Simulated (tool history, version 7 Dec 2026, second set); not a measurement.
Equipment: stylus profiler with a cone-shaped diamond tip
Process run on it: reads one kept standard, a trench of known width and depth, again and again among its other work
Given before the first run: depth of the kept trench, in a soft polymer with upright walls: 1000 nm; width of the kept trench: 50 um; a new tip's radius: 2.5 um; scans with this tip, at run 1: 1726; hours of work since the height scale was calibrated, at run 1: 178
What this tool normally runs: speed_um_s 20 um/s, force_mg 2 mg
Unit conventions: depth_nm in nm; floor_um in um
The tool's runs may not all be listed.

run   hour  speed_um_s  force_mg  scans with this tip  hours of work since the height scale was calibrated  depth_nm  floor_um
  1      0          20         2                 1726                                                  178   1005.22     45.69
  2   36.9          20         2                 1908                                                  197    1005.1     45.58
  3   75.1          20         2                 2096                                                  216    1005.4      45.6
  4  108.4          20         2                 2260                                                  233   1005.06     45.54
  5  137.5          20         2                 2403                                                  248   1004.65     45.61
  6  169.8          20         2                 2563                                                  265   1004.98     45.55
  7  196.4          20      1.96                 2694                                                  278    1004.8     45.55
  8  242.3          20      1.96                 2920                                                  302   1004.98     45.53
  9  276.9          20      1.96                 3091                                                  319   1004.91     45.49
 10  296.7          20      2.27                 3188                                                  329   1005.22     45.52
 11  330.9          20      1.28                 3357                                                  347   1003.25     45.46
 12  373.9          20      1.28                 3569                                                  369   1002.96     45.42
 13    395          20      1.28                 3673                                                  379   1003.16     45.42
 14  439.3          20      1.28                 3891                                                  402   1002.66     45.36
 15  468.5           7      4.04                 4035                                                  417    1008.1     45.48
 16  508.8          11      2.54                 4234                                                  437   1004.88     45.43
 17  556.6          19      1.16                 4469                                                  462   1002.66     45.28
 18  580.6          22      1.13                 4587                                                  474   1001.89     45.36
 19  600.8          15      2.82                 4687                                                  484   1005.54     45.38
 20  647.8          15      2.82                 4919                                                  508   1004.96     45.34
 21    683           6      5.87                 5092                                                  526   1010.18     45.41
 22  714.7          20      1.09                 5249                                                  542   1001.45     45.27
 23  741.2          20      1.09                 5379                                                  556   1001.56     45.22
 24  786.4          20      1.09                 5602                                                  579   1001.35     45.23

5 options for the next run, each taken on its own from the tool as it stands now. Forecast them:
  A  810.1          23      5.03                 5719                                                  591         ?         ?
  B  810.1          58      4.24                 5719                                                  591         ?         ?
  C  810.1           7      3.12                 5719                                                  591         ?         ?
  D  810.1          27      4.28                 5719                                                  591         ?         ?
  E  810.1          25      2.71                 5719                                                  591         ?         ?

run  depth_nm  floor_um
  A   1008.96     45.23
  B   1007.22     45.15
  C   1005.78     45.33
  D   1007.37      45.2
  E   1004.88     45.22
Stripped of hidden state, with their random variation kept, the same runs would have yielded:
run  depth_nm  floor_um
  A   1011.65     45.91
  B    1009.9     45.83
  C   1008.46     46.01
  D   1010.06     45.88
  E   1007.56      45.9

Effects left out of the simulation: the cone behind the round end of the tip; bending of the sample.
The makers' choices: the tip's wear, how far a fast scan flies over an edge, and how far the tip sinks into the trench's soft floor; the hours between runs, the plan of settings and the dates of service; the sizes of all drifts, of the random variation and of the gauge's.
